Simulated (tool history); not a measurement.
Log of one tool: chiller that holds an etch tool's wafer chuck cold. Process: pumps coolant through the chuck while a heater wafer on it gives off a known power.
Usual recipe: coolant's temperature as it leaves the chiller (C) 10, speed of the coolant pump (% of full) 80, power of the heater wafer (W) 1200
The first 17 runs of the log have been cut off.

run,hour,coolant's temperature as it leaves the chiller (C),speed of the coolant pump (% of full),power of the heater wafer (W),hours since the coolant was changed and the channels were flushed,hours since the pump was overhauled,hours since the chiller's thermometer was calibrated,chuck's temperature once it has settled (C),how much warmer the coolant comes back (C)
18,1065.3,10,82,747,6893,447,1295,19.7,2.68
19,1134.7,4,82,747,6962,517,1364,13.4,2.67
# hour 1153.6: coolant pump overhauled, once more
20,1210.4,0,62,747,7033,57,1435,11.2,3.52
21,1287.5,1,69,1783,7110,134,1512,26.4,7.52
22,1357.9,1,69,1783,7181,204,1582,26.2,7.56
23,1412.4,1,64,1783,7235,259,1637,27.5,8.16
24,1470.8,10,80,974,7293,317,1695,22.6,3.49
25,1527.9,10,80,974,7351,374,1752,22.6,3.54
26,1575,13,88,1200,7398,421,1799,27.7,3.92
27,1654,13,88,1200,7477,500,1878,27.5,3.9
28,1718.2,8,88,1229,7541,565,1943,23.1,3.96
29,1768.1,10,80,645,7591,615,1993,18.3,2.32
30,1842.8,10,80,645,7666,689,2067,18.3,2.33
31,1908.9,4,85,1680,7732,755,2133,25.1,5.63

Forecast each of these 4 alternatives for the next run:
A,1994.1,6,85,1508,7817,841,2219,?,?
B,1994.1,10,61,1420,7817,841,2219,?,?
C,1994.1,13,92,679,7817,841,2219,?,?
D,1994.1,12,85,1308,7817,841,2219,?,?

run,chuck's temperature once it has settled (C),how much warmer the coolant comes back (C)
A,25,5.08
B,31.9,6.9
C,21,2.1
D,28.5,4.42
What these runs would have given with no unlogged condition in the tool:
run,chuck's temperature once it has settled (C),how much warmer the coolant comes back (C)
A,23,5.02
B,29.6,6.82
C,20.2,2.07
D,26.7,4.37
